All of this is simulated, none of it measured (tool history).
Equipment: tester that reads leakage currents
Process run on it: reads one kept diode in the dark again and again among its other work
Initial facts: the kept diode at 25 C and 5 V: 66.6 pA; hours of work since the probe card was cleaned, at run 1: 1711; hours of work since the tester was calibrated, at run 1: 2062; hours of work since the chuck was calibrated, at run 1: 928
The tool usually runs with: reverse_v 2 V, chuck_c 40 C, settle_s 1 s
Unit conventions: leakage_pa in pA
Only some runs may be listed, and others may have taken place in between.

run	hour	reverse_v	chuck_c	settle_s	hours of work since the probe card was cleaned	hours of work since the tester was calibrated	hours of work since the chuck was calibrated	leakage_pa
1	0	2	40	1	1711	2062	928	150.46
2	99.3	2	40	1	1770	2121	986	150.56
3	172.1	2	40	1	1813	2164	1029	149.3
# hour 242.5: probe card cleaned and baked
4	298.6	2	40	1	33	2236	1102	150.34
# hour 343.5: chuck's temperature calibrated
5	372.8	2	40	1	76	2279	17	149.62
6	435.7	2	40	1	113	2316	54	150.04
7	578.6	2	40	1	197	2401	139	149.85
8	672.2	2	40	1	252	2456	194	150.06
9	762.5	2	40	1	306	2509	247	150.47
10	871	2	40	1	370	2573	311	150.66
11	1011.6	1.02	40	1	453	2656	394	106.1
12	1078.9	1.02	40	1	492	2696	434	106.25
13	1156.6	2	40	1	538	2742	480	149.43
14	1288.7	2	40	1	616	2820	558	149.63
15	1398.1	2	40	1	681	2884	622	150.13
16	1518.3	2	40	1	752	2955	693	150
17	1635.2	2	40	1	821	3024	762	149.59
18	1749.7	2	40	1	888	3092	830	149.94
19	1865.6	2	40	1	957	3160	898	150.61
20	2005.6	1.1	40	1	1039	3243	981	110.23
21	2066.5	1.1	40	1	1075	3279	1017	110.37
22	2126.2	1.68	40	6.36	1111	3314	1052	137.24
23	2187.6	1.68	40	6.36	1147	3350	1088	137.08
# hour 2251.7: chuck's temperature calibrated
# hour 2260.2: tester calibrated
24	2314.2	2	40	0.8	1219	32	36	149.72
25	2417.7	13.13	53	0.35	1280	93	97	1092.8
26	2478.9	2	41	7.38	1316	129	133	161.67
27	2558.3	7.58	54	0.31	1363	176	180	883.89
28	2657.1	2	26	1.76	1421	234	238	45.81
29	2747	2	26	1.76	1475	287	291	45.56
30	2875.1	9.71	53	1	1550	363	367	934.16
31	2998	18.45	24	1	1623	435	439	124.51
32	3092.7	5.25	24	1	1679	491	495	63.72
33	3212.8	2	43	0.35	1749	562	566	191.87
34	3339.1	2	33	1	1824	637	641	84.61
# hour 3386.6: probe card cleaned and baked
35	3437.3	2	45	1.03	30	693	697	224.25
36	3556.1	2	28	8.46	100	763	767	54.59
37	3697.7	2	24	7.5	184	847	850	37.93
38	3836.6	2	24	0.48	266	929	932	39.12
39	3921.8	2	24	0.48	316	979	983	39.33

4 ways to go on from here, each from the tool as it stands after run 39. What would each give?
A	4034.7	1.09	26	1	382	1045	1049	?
B	4034.7	2	24	1.16	382	1045	1049	?
C	4034.7	1.21	42	0.48	382	1045	1049	?
D	4034.7	2.55	40	0.86	382	1045	1049	?

run	leakage_pa
A	33.62
B	38.4
C	136.3
D	170.55
Without the tool's unlogged condition, the same runs would have read:
run	leakage_pa
A	33.55
B	38.32
C	136.07
D	170.26
